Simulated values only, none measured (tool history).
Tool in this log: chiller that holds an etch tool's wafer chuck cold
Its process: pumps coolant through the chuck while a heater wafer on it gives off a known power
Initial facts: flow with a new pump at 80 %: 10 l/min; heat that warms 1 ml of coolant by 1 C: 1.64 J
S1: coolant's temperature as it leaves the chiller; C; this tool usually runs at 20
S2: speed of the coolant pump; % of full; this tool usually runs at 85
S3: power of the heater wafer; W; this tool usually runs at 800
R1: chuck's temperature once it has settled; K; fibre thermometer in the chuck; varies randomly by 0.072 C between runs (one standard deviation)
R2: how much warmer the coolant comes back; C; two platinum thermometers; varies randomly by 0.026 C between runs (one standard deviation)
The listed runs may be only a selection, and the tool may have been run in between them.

Run 1, hour 0.0: usual settings. Result: R1 299.02 K, R2 2.72 C.
Run 2, hour 63.9: usual settings. Result: R1 299.06 K, R2 2.73 C.
Run 3, hour 100.4: usual settings but S3 1177 W. Result: R1 301.82 K, R2 4.12 C.
Run 4, hour 136.9: usual settings. Result: R1 299.13 K, R2 2.77 C.
Run 5, hour 188.1: usual settings. Result: R1 298.89 K, R2 2.75 C.
Run 6, hour 249.6: usual settings. Result: R1 299.04 K, R2 2.82 C.
Run 7, hour 312.3: usual settings. Result: R1 299.14 K, R2 2.76 C.
Run 8, hour 368.5: usual settings. Result: R1 299.00 K, R2 2.76 C.
Run 9, hour 411.9: usual settings. Result: R1 298.96 K, R2 2.78 C.
Run 10, hour 451.8: usual settings. Result: R1 298.92 K, R2 2.77 C.
Run 11, hour 517.7: usual settings. Result: R1 298.85 K, R2 2.77 C.
Run 12, hour 554.9: usual settings but S2 70 % of full. Result: R1 299.79 K, R2 3.35 C.
Run 13, hour 608.3: usual settings but S2 70 % of full. Result: R1 299.86 K, R2 3.36 C.
Run 14, hour 662.4: usual settings but S2 70 % of full. Result: R1 299.82 K, R2 3.39 C.
Run 15, hour 697.5: usual settings but S2 90 % of full. Result: R1 298.66 K, R2 2.62 C.
Run 16, hour 733.8: usual settings but S2 90 % of full. Result: R1 298.64 K, R2 2.63 C.
Run 17, hour 791.4: usual settings but S2 90 % of full. Result: R1 298.49 K, R2 2.59 C.
Run 18, hour 820.3: usual settings but S3 1100 W. Result: R1 301.18 K, R2 3.77 C.
Run 19, hour 851.3: usual settings but S1 24 C, S3 488 W. Result: R1 300.57 K, R2 1.70 C.
Run 20, hour 910.1: usual settings but S1 14 C, S3 723 W. Result: R1 292.25 K, R2 2.48 C.
Run 21, hour 972.2: usual settings but S1 14 C, S3 723 W. Result: R1 292.24 K, R2 2.47 C.
Run 22, hour 1006.2: usual settings but S1 13 C, S2 93 % of full, S3 471 W. Result: R1 289.15 K, R2 1.47 C.
Run 23, hour 1063.6: usual settings but S1 11 C, S2 79 % of full, S3 561 W. Result: R1 288.26 K, R2 2.09 C.
Run 24, hour 1123.3: usual settings but S3 578 W. Result: R1 297.17 K, R2 2.01 C.
Run 25, hour 1184.3: usual settings but S3 578 W. Result: R1 297.14 K, R2 1.98 C.
Run 26, hour 1218.2: usual settings but S3 578 W. Result: R1 297.12 K, R2 2.02 C.
Run 27, hour 1268.2: usual settings but S1 12 C, S3 578 W. Result: R1 289.08 K, R2 1.94 C.
Run 28, hour 1328.7: usual settings but S1 28 C, S2 64 % of full. Result: R1 308.05 K, R2 3.66 C.
Run 29, hour 1377.0: usual settings but S1 28 C, S2 64 % of full. Result: R1 307.90 K, R2 3.71 C.
Run 30, hour 1442.1: usual settings but S1 15 C, S3 442 W. Result: R1 291.08 K, R2 1.50 C.
Run 31, hour 1478.5: usual settings but S2 60 % of full, S3 769 W. Result: R1 300.10 K, R2 3.79 C.
Run 32, hour 1524.1: usual settings but S2 93 % of full, S3 1004 W. Result: R1 299.84 K, R2 3.15 C.
Run 33, hour 1572.0: usual settings but S2 78 % of full, S3 1131 W. Result: R1 301.53 K, R2 4.28 C.

Alternative continuations, all from the tool just after run 33; predict every row:
At hour 1581.9: gauge calibrated.
Run A, hour 1613.8: usual settings but S2 77 % of full. Result: R1 ?, R2 ?.
At hour 1581.9: gauge calibrated.
Run B, hour 1613.8: usual settings but S1 18 C, S3 409 W. Result: R1 ?, R2 ?.
At hour 1581.9: gauge calibrated.
Run C, hour 1613.8: usual settings but S2 84 % of full, S3 883 W. Result: R1 ?, R2 ?.

run      R1    R2
  A  299.55  3.09
  B  294.25  1.41
  C  299.78  3.13
What these runs would have given with no unlogged condition in the tool:
run      R1    R2
  A  299.54  3.09
  B  294.25  1.41
  C  299.77  3.13
